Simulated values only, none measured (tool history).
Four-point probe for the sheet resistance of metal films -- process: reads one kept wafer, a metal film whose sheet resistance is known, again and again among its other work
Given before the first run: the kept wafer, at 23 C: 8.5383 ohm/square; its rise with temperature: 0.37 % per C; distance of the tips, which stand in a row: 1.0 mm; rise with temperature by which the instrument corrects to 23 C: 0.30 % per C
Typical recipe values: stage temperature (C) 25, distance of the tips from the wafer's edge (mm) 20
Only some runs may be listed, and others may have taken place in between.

run,hour,stage temperature (C),distance of the tips from the wafer's edge (mm),sheet resistance as the instrument gives it (ohm/square)
1,0,25,20,8.563463
2,34.6,25,20,8.561508
3,73.7,24,20,8.558807
4,99.3,24,10,8.59093
5,128,21,20,8.538623
6,164.4,21,20,8.54108
7,207.2,25,65,8.557487
8,252.6,25,65,8.555476
9,279.3,25,65,8.55517
# hour 293.1: stage's thermometer calibrated
10,327.9,21,56,8.51619
11,364.2,22,56,8.520688
12,400.8,22,26,8.529493
13,431.6,18,46,8.499393
14,479.3,18,46,8.504465
15,501.2,30,3,9.053686
16,537.6,30,3,9.059144
17,563.8,34,15,8.617351
18,599.2,34,15,8.617924

Below are 3 alternative next runs, each starting from the tool's condition after run 18. Predict each:
A,621.3,24,30,?
B,621.3,34,7,?
C,621.3,20,50,?

run,sheet resistance as the instrument gives it (ohm/square)
A,8.547611
B,8.690106
C,8.513383
With the hidden condition removed and each run's random variation left untouched, the same runs would have given:
run,sheet resistance as the instrument gives it (ohm/square)
A,8.553045
B,8.695729
C,8.518752

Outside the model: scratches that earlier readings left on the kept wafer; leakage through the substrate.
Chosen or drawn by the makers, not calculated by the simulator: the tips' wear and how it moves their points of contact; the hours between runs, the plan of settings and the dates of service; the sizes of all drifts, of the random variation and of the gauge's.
